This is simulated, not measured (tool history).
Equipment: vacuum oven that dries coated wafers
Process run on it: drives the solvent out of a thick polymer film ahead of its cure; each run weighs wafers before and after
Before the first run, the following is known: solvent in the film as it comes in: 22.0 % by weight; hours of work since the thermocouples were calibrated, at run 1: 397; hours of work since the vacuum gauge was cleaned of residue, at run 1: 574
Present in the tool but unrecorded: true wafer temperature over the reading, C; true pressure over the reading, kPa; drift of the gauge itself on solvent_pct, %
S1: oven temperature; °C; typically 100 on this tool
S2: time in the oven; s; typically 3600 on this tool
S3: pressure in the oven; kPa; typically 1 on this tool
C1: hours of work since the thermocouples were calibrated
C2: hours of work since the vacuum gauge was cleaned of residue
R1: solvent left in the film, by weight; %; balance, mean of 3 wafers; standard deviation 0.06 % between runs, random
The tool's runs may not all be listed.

{"run": 1, "hour": 0.0, "S1": 100, "S2": 3600, "S3": 1, "C1": 397, "C2": 574, "R1": 3.41}
{"run": 2, "hour": 94.4, "S1": 100, "S2": 3600, "S3": 1, "C1": 452, "C2": 629, "R1": 3.29}
{"run": 3, "hour": 177.5, "S1": 100, "S2": 3600, "S3": 1, "C1": 500, "C2": 678, "R1": 3.4}
{"run": 4, "hour": 250.0, "S1": 100, "S2": 3600, "S3": 1, "C1": 543, "C2": 720, "R1": 3.34}
{"run": 5, "hour": 298.3, "S1": 100, "S2": 3600, "S3": 1, "C1": 571, "C2": 748, "R1": 3.31}
{"run": 6, "hour": 376.0, "S1": 100, "S2": 3600, "S3": 1, "C1": 616, "C2": 793, "R1": 3.21}
{"hour": 417.1, "done": "oven's thermocouples calibrated"}
{"run": 7, "hour": 486.4, "S1": 100, "S2": 3600, "S3": 1, "C1": 40, "C2": 856, "R1": 3.1}
{"run": 8, "hour": 589.0, "S1": 97, "S2": 2700, "S3": 0.56, "C1": 100, "C2": 916, "R1": 5.31}
{"run": 9, "hour": 637.6, "S1": 100, "S2": 4440, "S3": 0.97, "C1": 129, "C2": 945, "R1": 2.36}
{"hour": 668.5, "done": "oven's thermocouples calibrated, once more"}
{"run": 10, "hour": 696.1, "S1": 100, "S2": 3540, "S3": 1.99, "C1": 16, "C2": 978, "R1": 4.23}
{"run": 11, "hour": 779.2, "S1": 100, "S2": 3540, "S3": 1.99, "C1": 65, "C2": 1026, "R1": 4.33}
{"run": 12, "hour": 868.7, "S1": 106, "S2": 3600, "S3": 1.13, "C1": 117, "C2": 1078, "R1": 1.84}

What if the next run were any one of these 3? Each begins from the tool's condition after run 12:
{"run": "A", "hour": 914.5, "S1": 108, "S2": 2580, "S3": 1, "C1": 143, "C2": 1105, "R1": "?"}
{"run": "B", "hour": 914.5, "S1": 113, "S2": 3840, "S3": 0.88, "C1": 143, "C2": 1105, "R1": "?"}
{"run": "C", "hour": 914.5, "S1": 86, "S2": 2640, "S3": 0.73, "C1": 143, "C2": 1105, "R1": "?"}

run=A R1=2.28
run=B R1=0.8
run=C R1=10.56
Stripped of hidden state, with their random variation kept, the same runs would have yielded:
run=A R1=2.42
run=B R1=0.75
run=C R1=10.83
